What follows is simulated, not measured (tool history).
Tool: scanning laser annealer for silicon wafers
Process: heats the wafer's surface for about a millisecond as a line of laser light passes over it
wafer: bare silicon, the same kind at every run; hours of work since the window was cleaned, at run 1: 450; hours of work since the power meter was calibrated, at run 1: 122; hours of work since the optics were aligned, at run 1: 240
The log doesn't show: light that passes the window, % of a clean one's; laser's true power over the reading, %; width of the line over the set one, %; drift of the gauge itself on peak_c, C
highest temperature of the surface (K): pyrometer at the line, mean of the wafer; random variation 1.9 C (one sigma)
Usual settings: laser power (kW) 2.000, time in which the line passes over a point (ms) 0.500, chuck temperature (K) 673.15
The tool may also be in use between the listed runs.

run,hour,laser power (kW),time in which the line passes over a point (ms),chuck temperature (K),hours of work since the window was cleaned,hours of work since the power meter was calibrated,hours of work since the optics were aligned,highest temperature of the surface (K)
1,0.0,2.000,0.500,673.15,450,122,240,1445.15
2,7.5,2.167,0.500,673.15,453,125,243,1531.15
3,22.2,2.167,0.500,673.15,459,131,249,1532.15
4,32.2,2.167,0.500,673.15,463,135,254,1533.15
5,38.7,1.810,0.500,673.15,466,138,256,1350.15
6,49.0,2.000,0.500,673.15,470,142,261,1444.15
7,63.0,2.000,0.500,673.15,476,148,267,1441.15
8,74.2,2.000,0.500,673.15,481,153,272,1445.15
# hour 77.5: window over the wafer cleaned
9,87.9,2.000,0.500,673.15,4,158,277,1439.15
10,95.6,2.000,0.500,673.15,8,161,280,1438.15
11,111.0,2.000,0.529,673.15,14,168,286,1462.15
12,120.8,2.149,0.529,670.15,18,172,290,1540.15
13,134.5,2.149,0.529,670.15,24,178,296,1540.15
14,150.5,2.149,0.529,670.15,31,185,303,1536.15
15,158.9,1.966,0.500,642.15,35,188,307,1385.15
# hour 163.0: window over the wafer cleaned, once more
16,169.7,2.000,0.391,680.15,3,192,310,1351.15
17,178.9,1.852,0.510,673.15,7,196,314,1384.15
18,191.1,1.852,0.510,673.15,12,201,319,1383.15
19,203.9,2.140,0.576,712.15,17,206,325,1641.15
20,214.4,1.712,0.500,658.15,22,211,329,1290.15
21,223.5,1.801,0.380,673.15,26,215,333,1249.15

4 ways to go on from here, each from the tool as it stands after run 21. What would each give?
A,236.7,1.900,0.584,639.15,31,220,339,?
B,236.7,2.144,0.415,642.15,31,220,339,?
C,236.7,1.780,0.596,686.15,31,220,339,?
D,236.7,1.998,0.401,673.15,31,220,339,?

run,highest temperature of the surface (K)
A,1437.15
B,1407.15
C,1422.15
D,1354.15
Without the tool's hidden state the same runs would have given:
run,highest temperature of the surface (K)
A,1450.15
B,1419.15
C,1434.15
D,1365.15

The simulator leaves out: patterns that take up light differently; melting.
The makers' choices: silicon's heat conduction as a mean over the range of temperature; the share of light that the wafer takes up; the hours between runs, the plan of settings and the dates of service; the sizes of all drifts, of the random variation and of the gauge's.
